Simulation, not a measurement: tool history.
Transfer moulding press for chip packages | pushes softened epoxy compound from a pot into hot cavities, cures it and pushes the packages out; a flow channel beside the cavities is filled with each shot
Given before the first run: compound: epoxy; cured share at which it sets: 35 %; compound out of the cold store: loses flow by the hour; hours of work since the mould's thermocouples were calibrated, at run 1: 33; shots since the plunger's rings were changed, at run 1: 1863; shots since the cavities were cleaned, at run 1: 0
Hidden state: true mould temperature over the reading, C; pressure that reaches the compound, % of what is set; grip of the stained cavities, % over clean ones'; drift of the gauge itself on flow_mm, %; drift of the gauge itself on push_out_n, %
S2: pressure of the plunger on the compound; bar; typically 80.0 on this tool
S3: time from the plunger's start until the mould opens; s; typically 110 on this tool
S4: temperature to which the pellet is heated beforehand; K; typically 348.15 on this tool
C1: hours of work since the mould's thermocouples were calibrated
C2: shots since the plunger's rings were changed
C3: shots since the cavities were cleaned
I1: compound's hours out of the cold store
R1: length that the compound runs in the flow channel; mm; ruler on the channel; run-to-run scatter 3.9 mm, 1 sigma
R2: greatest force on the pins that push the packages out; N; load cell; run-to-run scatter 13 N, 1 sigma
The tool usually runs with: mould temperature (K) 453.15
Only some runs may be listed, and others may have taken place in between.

{"run": 1, "day": 0.0, "mould temperature (K)": 453.15, "S2": 80.0, "S3": 110, "S4": 348.15, "C1": 33, "C2": 1863, "C3": 0, "I1": 43.9, "R1": 620, "R2": 566}
{"run": 2, "day": 0.312, "mould temperature (K)": 453.15, "S2": 80.0, "S3": 110, "S4": 348.15, "C1": 38, "C2": 1943, "C3": 80, "I1": 44.9, "R1": 620, "R2": 645}
{"run": 3, "day": 0.646, "mould temperature (K)": 453.15, "S2": 80.0, "S3": 110, "S4": 348.15, "C1": 43, "C2": 2029, "C3": 166, "I1": 31.5, "R1": 651, "R2": 694}
{"run": 4, "day": 0.942, "mould temperature (K)": 453.15, "S2": 80.0, "S3": 110, "S4": 348.15, "C1": 48, "C2": 2105, "C3": 242, "I1": 23.5, "R1": 667, "R2": 730}
{"run": 5, "day": 1.104, "mould temperature (K)": 453.15, "S2": 80.0, "S3": 110, "S4": 346.15, "C1": 51, "C2": 2146, "C3": 283, "I1": 13.8, "R1": 701, "R2": 769}
{"run": 6, "day": 1.383, "mould temperature (K)": 453.15, "S2": 80.0, "S3": 110, "S4": 346.15, "C1": 55, "C2": 2219, "C3": 356, "I1": 47.7, "R1": 615, "R2": 769}
{"run": 7, "day": 1.588, "mould temperature (K)": 453.15, "S2": 80.0, "S3": 110, "S4": 346.15, "C1": 58, "C2": 2270, "C3": 407, "I1": 30.6, "R1": 656, "R2": 785}
{"run": 8, "day": 1.946, "mould temperature (K)": 446.15, "S2": 80.0, "S3": 110, "S4": 346.15, "C1": 64, "C2": 2363, "C3": 500, "I1": 29.2, "R1": 663, "R2": 1339}
{"run": 9, "day": 2.229, "mould temperature (K)": 446.15, "S2": 80.0, "S3": 110, "S4": 346.15, "C1": 68, "C2": 2435, "C3": 572, "I1": 19.2, "R1": 694, "R2": 1293}
{"run": 10, "day": 2.592, "mould temperature (K)": 446.15, "S2": 80.0, "S3": 110, "S4": 346.15, "C1": 74, "C2": 2528, "C3": 665, "I1": 18.1, "R1": 698, "R2": 1408}
{"run": 11, "day": 2.788, "mould temperature (K)": 446.15, "S2": 80.0, "S3": 110, "S4": 346.15, "C1": 77, "C2": 2578, "C3": 715, "I1": 11.4, "R1": 713, "R2": 1472}
{"run": 12, "day": 3.125, "mould temperature (K)": 446.15, "S2": 80.0, "S3": 110, "S4": 346.15, "C1": 82, "C2": 2666, "C3": 803, "I1": 47.9, "R1": 622, "R2": 1266}
{"day": 3.358, "done": "cavities cleaned with cleaning compound and waxed"}
{"run": 13, "day": 3.558, "mould temperature (K)": 446.15, "S2": 80.0, "S3": 121, "S4": 357.15, "C1": 88, "C2": 2760, "C3": 51, "I1": 15.2, "R1": 707, "R2": 819}
{"run": 14, "day": 3.779, "mould temperature (K)": 457.15, "S2": 61.6, "S3": 110, "S4": 348.15, "C1": 91, "C2": 2818, "C3": 109, "I1": 36.9, "R1": 548, "R2": 553}
{"run": 15, "day": 4.046, "mould temperature (K)": 453.15, "S2": 60.6, "S3": 148, "S4": 348.15, "C1": 96, "C2": 2886, "C3": 177, "I1": 36.7, "R1": 548, "R2": 513}
{"run": 16, "day": 4.242, "mould temperature (K)": 449.15, "S2": 91.4, "S3": 113, "S4": 355.15, "C1": 99, "C2": 2936, "C3": 227, "I1": 46.4, "R1": 653, "R2": 815}
{"run": 17, "day": 4.408, "mould temperature (K)": 452.15, "S2": 88.6, "S3": 101, "S4": 355.15, "C1": 101, "C2": 2979, "C3": 270, "I1": 23.2, "R1": 699, "R2": 888}
{"run": 18, "day": 4.758, "mould temperature (K)": 452.15, "S2": 88.6, "S3": 101, "S4": 355.15, "C1": 107, "C2": 3069, "C3": 360, "I1": 43.4, "R1": 648, "R2": 909}
{"run": 19, "day": 4.958, "mould temperature (K)": 452.15, "S2": 88.6, "S3": 101, "S4": 355.15, "C1": 110, "C2": 3120, "C3": 411, "I1": 41.1, "R1": 650, "R2": 947}
{"run": 20, "day": 5.312, "mould temperature (K)": 446.15, "S2": 60.6, "S3": 110, "S4": 348.15, "C1": 115, "C2": 3211, "C3": 502, "I1": 24.2, "R1": 589, "R2": 1249}
{"run": 21, "day": 5.617, "mould temperature (K)": 461.15, "S2": 82.6, "S3": 92, "S4": 348.15, "C1": 120, "C2": 3289, "C3": 580, "I1": 24.3, "R1": 660, "R2": 792}

What does the tool deliver on the next run?
{"run": 22, "day": 5.892, "mould temperature (K)": 461.15, "S2": 82.6, "S3": 92, "S4": 348.15, "C1": 125, "C2": 3360, "C3": 651, "I1": 38.5, "R1": "?", "R2": "?"}

R1: 626 mm
R2: 792 N
Were there no unlogged condition in the tool, this run, its random variation unchanged, would have produced R1 657 mm, R2 543 N.

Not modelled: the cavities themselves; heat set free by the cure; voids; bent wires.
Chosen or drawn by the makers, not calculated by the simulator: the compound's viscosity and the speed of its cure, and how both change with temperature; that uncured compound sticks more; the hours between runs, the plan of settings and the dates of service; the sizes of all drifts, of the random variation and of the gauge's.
